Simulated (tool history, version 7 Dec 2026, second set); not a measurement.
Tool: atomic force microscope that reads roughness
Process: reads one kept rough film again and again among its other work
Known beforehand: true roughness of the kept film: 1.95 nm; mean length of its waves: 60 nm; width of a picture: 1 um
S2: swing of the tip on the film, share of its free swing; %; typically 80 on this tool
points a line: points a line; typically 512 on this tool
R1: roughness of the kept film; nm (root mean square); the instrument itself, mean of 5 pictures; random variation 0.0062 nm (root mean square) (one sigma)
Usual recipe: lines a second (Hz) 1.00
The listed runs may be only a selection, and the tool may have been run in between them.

Run 1, day 0.000: usual settings. Result: R1 1.733 nm (root mean square).
Run 2, day 1.346: usual settings. Result: R1 1.697 nm (root mean square).
At day 1.579: new tip fitted.
Run 3, day 2.633: usual settings but S2 55 %. Result: R1 1.860 nm (root mean square).
Run 4, day 3.596: usual settings but S2 85 %. Result: R1 1.699 nm (root mean square).
Run 5, day 4.900: usual settings. Result: R1 1.709 nm (root mean square).
At day 5.042: height scale calibrated on a step standard.
At day 5.829: new tip fitted.
Run 6, day 6.321: usual settings but S2 56 %. Result: R1 1.850 nm (root mean square).
Run 7, day 7.892: usual settings. Result: R1 1.724 nm (root mean square).
At day 8.571: height scale calibrated on a step standard, once more.
Run 8, day 9.200: usual settings but lines a second (Hz) 1.23, S2 67 %, points a line 265. Result: R1 1.778 nm (root mean square).
At day 9.908: new tip fitted.
Run 9, day 11.179: usual settings but S2 56 %. Result: R1 1.867 nm (root mean square).
Run 10, day 12.642: usual settings but S2 56 %. Result: R1 1.834 nm (root mean square).
Run 11, day 13.675: usual settings but lines a second (Hz) 3.06, S2 70 %. Result: R1 1.624 nm (root mean square).
At day 14.000: new tip fitted.
Run 12, day 14.812: usual settings but lines a second (Hz) 1.20, S2 58 %. Result: R1 1.850 nm (root mean square).
Run 13, day 15.958: usual settings but lines a second (Hz) 1.42, S2 75 %. Result: R1 1.742 nm (root mean square).

Below are 3 alternative next runs, each starting from the tool's condition after run 13. Predict each:
Run A, day 17.792: usual settings but lines a second (Hz) 1.42, S2 75 %, points a line 609. Result: R1 ?.
Run B, day 17.792: usual settings but S2 84 %, points a line 350. Result: R1 ?.
Run C, day 17.792: usual settings but lines a second (Hz) 0.86. Result: R1 ?.

run     R1
  A  1.715
  B  1.688
  C  1.719
Without the tool's hidden state the same runs would have given:
run     R1
  A  1.782
  B  1.754
  C  1.786

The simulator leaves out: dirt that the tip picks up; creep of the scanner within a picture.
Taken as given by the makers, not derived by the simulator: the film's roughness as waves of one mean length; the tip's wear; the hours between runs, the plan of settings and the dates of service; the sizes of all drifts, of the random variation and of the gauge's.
